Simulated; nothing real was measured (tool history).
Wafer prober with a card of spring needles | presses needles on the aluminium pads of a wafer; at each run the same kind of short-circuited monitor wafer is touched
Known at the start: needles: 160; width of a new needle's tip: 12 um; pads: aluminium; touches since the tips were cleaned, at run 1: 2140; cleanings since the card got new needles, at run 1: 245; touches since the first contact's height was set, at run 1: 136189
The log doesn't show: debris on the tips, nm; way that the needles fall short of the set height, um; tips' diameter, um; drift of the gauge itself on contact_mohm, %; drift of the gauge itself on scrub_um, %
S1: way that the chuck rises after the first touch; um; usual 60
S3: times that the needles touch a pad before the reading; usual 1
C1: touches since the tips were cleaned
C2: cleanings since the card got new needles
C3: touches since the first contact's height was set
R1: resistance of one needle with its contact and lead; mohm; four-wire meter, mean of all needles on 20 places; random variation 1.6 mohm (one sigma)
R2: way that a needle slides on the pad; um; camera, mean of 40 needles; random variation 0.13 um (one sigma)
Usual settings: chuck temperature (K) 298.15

Run 1, hour 0: usual settings; C1 2140; C2 245; C3 136189. Result: R1 158 mohm, R2 13.75 um.
At hour 2.4: tips cleaned on abrasive film.
At hour 12: tips cleaned on abrasive film.
At hour 21.5: tips cleaned on abrasive film.
At hour 31.1: tips cleaned on abrasive film.
Run 2, hour 36.7: usual settings but S3 3; C1 1623; C2 249; C3 146653. Result: R1 163 mohm, R2 13.94 um.
At hour 41.5: tips cleaned on abrasive film.
At hour 51: tips cleaned on abrasive film.
At hour 60.6: tips cleaned on abrasive film.
At hour 63.2: height of the first contact set anew.
At hour 72.8: tips cleaned on abrasive film.
At hour 82.3: tips cleaned on abrasive film.
Run 3, hour 82.5: usual settings but S3 3; C1 42; C2 254; C3 5486. Result: R1 159 mohm, R2 13.77 um.
At hour 92: tips cleaned on abrasive film.
At hour 101.5: tips cleaned on abrasive film.
At hour 111.1: tips cleaned on abrasive film.
At hour 120.6: tips cleaned on abrasive film.
At hour 132.5: tips cleaned on abrasive film.
At hour 143.3: tips cleaned on abrasive film.
Run 4, hour 143.3: usual settings but S3 3; C1 0; C2 260; C3 22858. Result: R1 156 mohm, R2 13.86 um.
At hour 155.2: tips cleaned on abrasive film.
At hour 167.1: tips cleaned on abrasive film.
At hour 179: tips cleaned on abrasive film.
Run 5, hour 180.5: usual settings; C1 430; C2 263; C3 33494. Result: R1 159 mohm, R2 14.1 um.
At hour 190: tips cleaned on abrasive film.
At hour 199.6: tips cleaned on abrasive film.
At hour 211.4: tips cleaned on abrasive film.
At hour 221: tips cleaned on abrasive film.
At hour 230.5: tips cleaned on abrasive film.
At hour 242.4: tips cleaned on abrasive film.
At hour 252: tips cleaned on abrasive film.
Run 6, hour 258.8: usual settings; C1 1968; C2 270; C3 55876. Result: R1 158 mohm, R2 13.92 um.
At hour 263.6: tips cleaned on abrasive film.
At hour 273.1: tips cleaned on abrasive film.
At hour 282.7: tips cleaned on abrasive film.
At hour 292.2: tips cleaned on abrasive film.
At hour 304.1: tips cleaned on abrasive film.
Run 7, hour 308.2: usual settings; C1 1174; C2 275; C3 69979. Result: R1 158 mohm, R2 13.52 um.
At hour 315.4: tips cleaned on abrasive film.
At hour 324.9: tips cleaned on abrasive film.
At hour 334.4: tips cleaned on abrasive film.
At hour 344.6: tips cleaned on abrasive film.
Run 8, hour 344.6: usual settings but chuck temperature (K) 346.15; C1 0; C2 279; C3 80379. Result: R1 168 mohm, R2 13.83 um.
At hour 356.5: tips cleaned on abrasive film.
At hour 368.4: tips cleaned on abrasive film.
At hour 378: tips cleaned on abrasive film.
Run 9, hour 387.4: usual settings; C1 2707; C2 282; C3 92611. Result: R1 158 mohm, R2 13.62 um.
At hour 389.8: tips cleaned on abrasive film.
At hour 401.7: tips cleaned on abrasive film.
At hour 413.6: tips cleaned on abrasive film.
At hour 423.2: tips cleaned on abrasive film.
At hour 432.7: tips cleaned on abrasive film.
At hour 444.6: tips cleaned on abrasive film.
At hour 456.5: tips cleaned on abrasive film.
At hour 466.2: tips cleaned on abrasive film.
Run 10, hour 466.2: usual settings but chuck temperature (K) 348.15; C1 0; C2 290; C3 115112. Result: R1 165 mohm, R2 13.9 um.
At hour 478.1: tips cleaned on abrasive film.
At hour 490: tips cleaned on abrasive film.
At hour 499.5: tips cleaned on abrasive film.
At hour 509: tips cleaned on abrasive film.
At hour 518.6: tips cleaned on abrasive film.
At hour 528.1: tips cleaned on abrasive film.
At hour 537.7: tips cleaned on abrasive film.
Run 11, hour 539.9: usual settings; C1 633; C2 297; C3 136157. Result: R1 156 mohm, R2 13.81 um.
At hour 549.4: tips cleaned on abrasive film.
At hour 558.9: tips cleaned on abrasive film.
At hour 570.8: tips cleaned on abrasive film.
At hour 580.4: tips cleaned on abrasive film.
Run 12, hour 586.8: usual settings; C1 1843; C2 301; C3 149568. Result: R1 159 mohm, R2 13.96 um.
At hour 591.6: tips cleaned on abrasive film.
At hour 601.1: tips cleaned on abrasive film.
At hour 603.8: height of the first contact set anew.
At hour 610.9: tips cleaned on abrasive film.
At hour 620.5: tips cleaned on abrasive film.
At hour 632.4: tips cleaned on abrasive film.
At hour 641.9: tips cleaned on abrasive film.
At hour 653.8: tips cleaned on abrasive film.
Run 13, hour 657.6: usual settings; C1 1094; C2 308; C3 15384. Result: R1 157 mohm, R2 13.85 um.
At hour 664.8: tips cleaned on abrasive film.
At hour 674.3: tips cleaned on abrasive film.
At hour 683.9: tips cleaned on abrasive film.
At hour 693.4: tips cleaned on abrasive film.
Run 14, hour 695.4: usual settings; C1 582; C2 312; C3 26173. Result: R1 156 mohm, R2 13.99 um.
At hour 705: tips cleaned on abrasive film.
At hour 714.5: tips cleaned on abrasive film.
At hour 724: tips cleaned on abrasive film.
At hour 733.6: tips cleaned on abrasive film.
At hour 745.5: tips cleaned on abrasive film.
Run 15, hour 746.8: usual settings but chuck temperature (K) 300.15; C1 387; C2 317; C3 40850. Result: R1 157 mohm, R2 13.82 um.
At hour 756.3: tips cleaned on abrasive film.
At hour 768.2: tips cleaned on abrasive film.
At hour 777.8: tips cleaned on abrasive film.
Run 16, hour 782.4: usual settings but chuck temperature (K) 300.15; C1 1340; C2 320; C3 51035. Result: R1 156 mohm, R2 13.76 um.
At hour 789.6: tips cleaned on abrasive film.
At hour 799.1: tips cleaned on abrasive film.
At hour 808.7: tips cleaned on abrasive film.
At hour 818.2: tips cleaned on abrasive film.
At hour 830.1: tips cleaned on abrasive film.
At hour 839.7: tips cleaned on abrasive film.
At hour 849.2: tips cleaned on abrasive film.
At hour 861.1: tips cleaned on abrasive film.
Run 17, hour 861.5: usual settings but S1 42 um, chuck temperature (K) 315.15, S3 2; C1 131; C2 328; C3 73621. Result: R1 166 mohm, R2 9.68 um.
At hour 871.1: tips cleaned on abrasive film.
At hour 880.6: tips cleaned on abrasive film.
At hour 890.2: tips cleaned on abrasive film.
At hour 899.7: tips cleaned on abrasive film.
Run 18, hour 906.9: usual settings but S1 41 um; C1 2087; C2 332; C3 86596. Result: R1 164 mohm, R2 9.41 um.
At hour 909.4: tips cleaned on abrasive film.
At hour 919: tips cleaned on abrasive film.
At hour 928.5: tips cleaned on abrasive film.
At hour 940.4: tips cleaned on abrasive film.
At hour 950: tips cleaned on abrasive film.
At hour 959.5: tips cleaned on abrasive film.
At hour 971.4: tips cleaned on abrasive film.
Run 19, hour 978: usual settings but S1 41 um; C1 1902; C2 339; C3 106884. Result: R1 164 mohm, R2 9.34 um.
At hour 982.8: tips cleaned on abrasive film.
At hour 992.3: tips cleaned on abrasive film.
At hour 1001.9: tips cleaned on abrasive film.
At hour 1011.4: tips cleaned on abrasive film.
Run 20, hour 1017: usual settings but S1 41 um; C1 1614; C2 343; C3 118025. Result: R1 161 mohm, R2 9.36 um.
At hour 1021.8: tips cleaned on abrasive film.
At hour 1033.7: tips cleaned on abrasive film.
At hour 1045.6: tips cleaned on abrasive film.
At hour 1055.2: tips cleaned on abrasive film.
At hour 1064.7: tips cleaned on abrasive film.
At hour 1074.2: tips cleaned on abrasive film.
At hour 1083.8: tips cleaned on abrasive film.
At hour 1093.3: tips cleaned on abrasive film.
Run 21, hour 1098.8: usual settings but S1 41 um; C1 1582; C2 351; C3 141383. Result: R1 159 mohm, R2 9.58 um.
At hour 1103.6: tips cleaned on abrasive film.
At hour 1115.5: tips cleaned on abrasive film.
At hour 1125: tips cleaned on abrasive film.
At hour 1136.9: tips cleaned on abrasive film.
At hour 1144.3: height of the first contact set anew.
At hour 1149.1: tips cleaned on abrasive film.
At hour 1158.7: tips cleaned on abrasive film.
Run 22, hour 1165.9: usual settings but S1 46 um, chuck temperature (K) 330.15, S3 2; C1 2081; C2 357; C3 6164. Result: R1 168 mohm, R2 10.67 um.
At hour 1168.4: tips cleaned on abrasive film.
At hour 1177.9: tips cleaned on abrasive film.
At hour 1189.8: tips cleaned on abrasive film.
At hour 1201.7: tips cleaned on abrasive film.
At hour 1213.6: tips cleaned on abrasive film.
At hour 1225.5: tips cleaned on abrasive film.
Run 23, hour 1234.5: usual settings but S1 46 um, chuck temperature (K) 330.15, S3 2; C1 2588; C2 363; C3 25770. Result: R1 166 mohm, R2 10.73 um.
At hour 1236.9: tips cleaned on abrasive film.
At hour 1248.8: tips cleaned on abrasive film.
At hour 1258.4: tips cleaned on abrasive film.
At hour 1267.9: tips cleaned on abrasive film.
At hour 1279.8: tips cleaned on abrasive film.
At hour 1291.7: tips cleaned on abrasive film.
At hour 1301.2: tips cleaned on abrasive film.
Run 24, hour 1307.9: usual settings but chuck temperature (K) 313.15; C1 1911; C2 370; C3 46734. Result: R1 161 mohm, R2 13.61 um.

How the hidden state differs across the entries between the runs, from the last listed run before each to the first after it:
Between runs 1 and 2: tips cleaned on abrasive film (hour 2.4); tips cleaned on abrasive film (hour 12); tips cleaned on abrasive film (hour 21.5); tips cleaned on abrasive film (hour 31.1)
  no hidden state differs between the two runs
Between runs 2 and 3: tips cleaned on abrasive film (hour 41.5); tips cleaned on abrasive film (hour 51); tips cleaned on abrasive film (hour 60.6); height of the first contact set anew (hour 63.2); tips cleaned on abrasive film (hour 72.8); tips cleaned on abrasive film (hour 82.3)
  debris on the tips, nm: 0.1 -> 0; way that the needles fall short of the set height, um: 0.01 -> 0
Between runs 3 and 4: tips cleaned on abrasive film (hour 92); tips cleaned on abrasive film (hour 101.5); tips cleaned on abrasive film (hour 111.1); tips cleaned on abrasive film (hour 120.6); tips cleaned on abrasive film (hour 132.5); tips cleaned on abrasive film (hour 143.3)
  no hidden state differs between the two runs
Between runs 4 and 5: tips cleaned on abrasive film (hour 155.2); tips cleaned on abrasive film (hour 167.1); tips cleaned on abrasive film (hour 179)
  debris on the tips, nm: 0 -> 0.1
Between runs 5 and 6: tips cleaned on abrasive film (hour 190); tips cleaned on abrasive film (hour 199.6); tips cleaned on abrasive film (hour 211.4); tips cleaned on abrasive film (hour 221); tips cleaned on abrasive film (hour 230.5); tips cleaned on abrasive film (hour 242.4); tips cleaned on abrasive film (hour 252)
  no hidden state differs between the two runs
Between runs 6 and 7: tips cleaned on abrasive film (hour 263.6); tips cleaned on abrasive film (hour 273.1); tips cleaned on abrasive film (hour 282.7); tips cleaned on abrasive film (hour 292.2); tips cleaned on abrasive film (hour 304.1)
  way that the needles fall short of the set height, um: 0 -> 0.01
Between runs 7 and 8: tips cleaned on abrasive film (hour 315.4); tips cleaned on abrasive film (hour 324.9); tips cleaned on abrasive film (hour 334.4); tips cleaned on abrasive film (hour 344.6)
  debris on the tips, nm: 0.1 -> 0
Between runs 8 and 9: tips cleaned on abrasive film (hour 356.5); tips cleaned on abrasive film (hour 368.4); tips cleaned on abrasive film (hour 378)
  debris on the tips, nm: 0 -> 0.2; tips' diameter, um: 12.02 -> 12.03
Between runs 9 and 10: tips cleaned on abrasive film (hour 389.8); tips cleaned on abrasive film (hour 401.7); tips cleaned on abrasive film (hour 413.6); tips cleaned on abrasive film (hour 423.2); tips cleaned on abrasive film (hour 432.7); tips cleaned on abrasive film (hour 444.6); tips cleaned on abrasive film (hour 456.5); tips cleaned on abrasive film (hour 466.2)
  debris on the tips, nm: 0.2 -> 0
Between runs 10 and 11: tips cleaned on abrasive film (hour 478.1); tips cleaned on abrasive film (hour 490); tips cleaned on abrasive film (hour 499.5); tips cleaned on abrasive film (hour 509); tips cleaned on abrasive film (hour 518.6); tips cleaned on abrasive film (hour 528.1); tips cleaned on abrasive film (hour 537.7)
  debris on the tips, nm: 0 -> 0.1
Between runs 11 and 12: tips cleaned on abrasive film (hour 549.4); tips cleaned on abrasive film (hour 558.9); tips cleaned on abrasive film (hour 570.8); tips cleaned on abrasive film (hour 580.4)
  no hidden state differs between the two runs
Between runs 12 and 13: tips cleaned on abrasive film (hour 591.6); tips cleaned on abrasive film (hour 601.1); height of the first contact set anew (hour 603.8); tips cleaned on abrasive film (hour 610.9); tips cleaned on abrasive film (hour 620.5); tips cleaned on abrasive film (hour 632.4); tips cleaned on abrasive film (hour 641.9); tips cleaned on abrasive film (hour 653.8)
  way that the needles fall short of the set height, um: 0.01 -> 0
Between runs 13 and 14: tips cleaned on abrasive film (hour 664.8); tips cleaned on abrasive film (hour 674.3); tips cleaned on abrasive film (hour 683.9); tips cleaned on abrasive film (hour 693.4)
  no hidden state differs between the two runs
Between runs 14 and 15: tips cleaned on abrasive film (hour 705); tips cleaned on abrasive film (hour 714.5); tips cleaned on abrasive film (hour 724); tips cleaned on abrasive film (hour 733.6); tips cleaned on abrasive film (hour 745.5)
  debris on the tips, nm: 0.1 -> 0
Between runs 15 and 16: tips cleaned on abrasive film (hour 756.3); tips cleaned on abrasive film (hour 768.2); tips cleaned on abrasive film (hour 777.8)
  debris on the tips, nm: 0 -> 0.1
Between runs 16 and 17: tips cleaned on abrasive film (hour 789.6); tips cleaned on abrasive film (hour 799.1); tips cleaned on abrasive film (hour 808.7); tips cleaned on abrasive film (hour 818.2); tips cleaned on abrasive film (hour 830.1); tips cleaned on abrasive film (hour 839.7); tips cleaned on abrasive film (hour 849.2); tips cleaned on abrasive film (hour 861.1)
  debris on the tips, nm: 0.1 -> 0; way that the needles fall short of the set height, um: 0 -> 0.01
Between runs 17 and 18: tips cleaned on abrasive film (hour 871.1); tips cleaned on abrasive film (hour 880.6); tips cleaned on abrasive film (hour 890.2); tips cleaned on abrasive film (hour 899.7)
  debris on the tips, nm: 0 -> 0.1
Between runs 18 and 19: tips cleaned on abrasive film (hour 909.4); tips cleaned on abrasive film (hour 919); tips cleaned on abrasive film (hour 928.5); tips cleaned on abrasive film (hour 940.4); tips cleaned on abrasive film (hour 950); tips cleaned on abrasive film (hour 959.5); tips cleaned on abrasive film (hour 971.4)
  no hidden state differs between the two runs
Between runs 19 and 20: tips cleaned on abrasive film (hour 982.8); tips cleaned on abrasive film (hour 992.3); tips cleaned on abrasive film (hour 1001.9); tips cleaned on abrasive film (hour 1011.4)
  no hidden state differs between the two runs
Between runs 20 and 21: tips cleaned on abrasive film (hour 1021.8); tips cleaned on abrasive film (hour 1033.7); tips cleaned on abrasive film (hour 1045.6); tips cleaned on abrasive film (hour 1055.2); tips cleaned on abrasive film (hour 1064.7); tips cleaned on abrasive film (hour 1074.2); tips cleaned on abrasive film (hour 1083.8); tips cleaned on abrasive film (hour 1093.3)
  no hidden state differs between the two runs
Between runs 21 and 22: tips cleaned on abrasive film (hour 1103.6); tips cleaned on abrasive film (hour 1115.5); tips cleaned on abrasive film (hour 1125); tips cleaned on abrasive film (hour 1136.9); height of the first contact set anew (hour 1144.3); tips cleaned on abrasive film (hour 1149.1); tips cleaned on abrasive film (hour 1158.7)
  way that the needles fall short of the set height, um: 0.01 -> 0
Between runs 22 and 23: tips cleaned on abrasive film (hour 1168.4); tips cleaned on abrasive film (hour 1177.9); tips cleaned on abrasive film (hour 1189.8); tips cleaned on abrasive film (hour 1201.7); tips cleaned on abrasive film (hour 1213.6); tips cleaned on abrasive film (hour 1225.5)
  debris on the tips, nm: 0.1 -> 0.2
Between runs 23 and 24: tips cleaned on abrasive film (hour 1236.9); tips cleaned on abrasive film (hour 1248.8); tips cleaned on abrasive film (hour 1258.4); tips cleaned on abrasive film (hour 1267.9); tips cleaned on abrasive film (hour 1279.8); tips cleaned on abrasive film (hour 1291.7); tips cleaned on abrasive film (hour 1301.2)
  debris on the tips, nm: 0.2 -> 0.1
